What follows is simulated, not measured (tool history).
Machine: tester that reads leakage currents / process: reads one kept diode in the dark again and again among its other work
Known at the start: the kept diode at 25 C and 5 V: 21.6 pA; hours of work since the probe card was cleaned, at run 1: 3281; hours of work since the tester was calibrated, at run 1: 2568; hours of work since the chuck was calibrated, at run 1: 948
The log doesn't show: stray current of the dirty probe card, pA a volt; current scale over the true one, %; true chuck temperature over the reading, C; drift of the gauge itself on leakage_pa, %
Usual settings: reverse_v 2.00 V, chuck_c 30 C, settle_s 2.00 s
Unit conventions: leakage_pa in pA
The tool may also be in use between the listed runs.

run,hour,reverse_v,chuck_c,settle_s,hours of work since the probe card was cleaned,hours of work since the tester was calibrated,hours of work since the chuck was calibrated,leakage_pa
1,0.0,2.00,30,2.00,3281,2568,948,24.64
2,178.0,2.00,30,2.00,3357,2644,1025,24.55
3,274.7,2.00,30,2.00,3399,2686,1066,24.45
# hour 290.9: probe card cleaned and baked
4,439.7,2.00,30,2.00,64,2755,1135,25.40
5,514.5,2.00,30,2.00,96,2787,1167,25.51
6,689.9,2.00,30,2.00,171,2862,1242,25.33
# hour 704.7: probe card cleaned and baked, once more
7,798.0,2.00,30,1.16,40,2907,1287,21.81
8,936.5,11.09,24,0.33,99,2966,1346,38.31
9,1061.7,11.09,32,0.54,153,3019,1400,57.91
10,1178.1,11.09,32,0.54,202,3069,1450,57.95

Each row is a separate what-if for the run after 10, all from the same tool condition, not one after another. Results?
A,1345.2,11.75,47,8.51,274,3141,1521,?
B,1345.2,2.28,21,2.26,274,3141,1521,?
C,1345.2,2.00,34,2.00,274,3141,1521,?
D,1345.2,7.03,26,2.00,274,3141,1521,?
E,1345.2,9.34,31,1.20,274,3141,1521,?

run,leakage_pa
A,165.58
B,10.75
C,29.66
D,26.62
E,45.88
Take away the tool's hidden state, keep each run's random variation, and the runs would have read:
run,leakage_pa
A,178.89
B,11.55
C,32.23
D,28.35
E,49.01

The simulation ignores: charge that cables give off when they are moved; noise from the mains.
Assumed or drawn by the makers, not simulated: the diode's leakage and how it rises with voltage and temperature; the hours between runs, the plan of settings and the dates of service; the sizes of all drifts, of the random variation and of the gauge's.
